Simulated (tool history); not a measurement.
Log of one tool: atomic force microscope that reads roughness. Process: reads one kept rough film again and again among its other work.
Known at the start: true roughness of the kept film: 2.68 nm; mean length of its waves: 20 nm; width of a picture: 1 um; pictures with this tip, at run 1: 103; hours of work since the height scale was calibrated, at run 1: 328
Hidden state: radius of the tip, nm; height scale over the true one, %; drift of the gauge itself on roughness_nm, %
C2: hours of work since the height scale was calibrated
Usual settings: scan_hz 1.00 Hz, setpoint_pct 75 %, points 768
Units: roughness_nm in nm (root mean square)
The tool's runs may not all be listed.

Run 1, hour 0.0: usual settings; pictures with this tip 103; C2 328. Result: roughness_nm 1.883 nm (root mean square).
At hour 34.4: new tip fitted.
Run 2, hour 38.3: usual settings but scan_hz 0.94 Hz; pictures with this tip 6; C2 344. Result: roughness_nm 2.165 nm (root mean square).
Run 3, hour 78.4: usual settings; pictures with this tip 58; C2 361. Result: roughness_nm 1.948 nm (root mean square).
Run 4, hour 122.8: usual settings; pictures with this tip 117; C2 379. Result: roughness_nm 1.790 nm (root mean square).
At hour 144.8: new tip fitted.
Run 5, hour 153.3: usual settings; pictures with this tip 11; C2 391. Result: roughness_nm 2.114 nm (root mean square).
Run 6, hour 181.5: usual settings but setpoint_pct 79 %; pictures with this tip 48; C2 403. Result: roughness_nm 1.940 nm (root mean square).
Run 7, hour 226.5: usual settings but setpoint_pct 79 %; pictures with this tip 107; C2 422. Result: roughness_nm 1.737 nm (root mean square).
At hour 256.6: new tip fitted.
Run 8, hour 265.6: usual settings but setpoint_pct 79 %; pictures with this tip 12; C2 438. Result: roughness_nm 2.052 nm (root mean square).
Run 9, hour 306.3: usual settings but setpoint_pct 79 %; pictures with this tip 66; C2 454. Result: roughness_nm 1.901 nm (root mean square).
Run 10, hour 343.0: usual settings but setpoint_pct 79 %; pictures with this tip 115; C2 470. Result: roughness_nm 1.747 nm (root mean square).
At hour 367.8: new tip fitted.
Run 11, hour 375.7: usual settings but setpoint_pct 79 %; pictures with this tip 10; C2 483. Result: roughness_nm 2.073 nm (root mean square).
Run 12, hour 410.0: usual settings but scan_hz 1.59 Hz, setpoint_pct 82 %, points 855; pictures with this tip 55; C2 497. Result: roughness_nm 1.800 nm (root mean square).
Run 13, hour 445.8: usual settings but scan_hz 1.59 Hz, setpoint_pct 70 %, points 553; pictures with this tip 103; C2 512. Result: roughness_nm 1.760 nm (root mean square).
At hour 478.2: new tip fitted.
Run 14, hour 482.8: usual settings but scan_hz 2.38 Hz, setpoint_pct 62 %, points 931; pictures with this tip 6; C2 527. Result: roughness_nm 2.128 nm (root mean square).
Run 15, hour 528.1: usual settings but setpoint_pct 88 %, points 351; pictures with this tip 66; C2 546. Result: roughness_nm 1.773 nm (root mean square).
Run 16, hour 570.0: usual settings but setpoint_pct 88 %, points 351; pictures with this tip 121; C2 563. Result: roughness_nm 1.641 nm (root mean square).
At hour 588.9: new tip fitted.
Run 17, hour 598.6: usual settings but scan_hz 2.14 Hz, setpoint_pct 74 %, points 306; pictures with this tip 13; C2 575. Result: roughness_nm 1.921 nm (root mean square).
Run 18, hour 631.2: usual settings but scan_hz 2.14 Hz, setpoint_pct 74 %, points 306; pictures with this tip 56; C2 588. Result: roughness_nm 1.804 nm (root mean square).
Run 19, hour 672.2: usual settings but scan_hz 2.14 Hz, setpoint_pct 74 %, points 306; pictures with this tip 110; C2 605. Result: roughness_nm 1.638 nm (root mean square).

Hidden state or all else? Some run-to-run changes of roughness_nm, split into what the settings, what came in and random variation would give without the hidden state, and what is left for the hidden state (with any gauge scatter that isn't in both results):
Run 13 -> 14: scan_hz 1.59 -> 2.38, setpoint_pct 70 -> 62, points 553 -> 931, new tip fitted. roughness_nm +0.368 nm (root mean square): hidden state +0.352, all else +0.016.

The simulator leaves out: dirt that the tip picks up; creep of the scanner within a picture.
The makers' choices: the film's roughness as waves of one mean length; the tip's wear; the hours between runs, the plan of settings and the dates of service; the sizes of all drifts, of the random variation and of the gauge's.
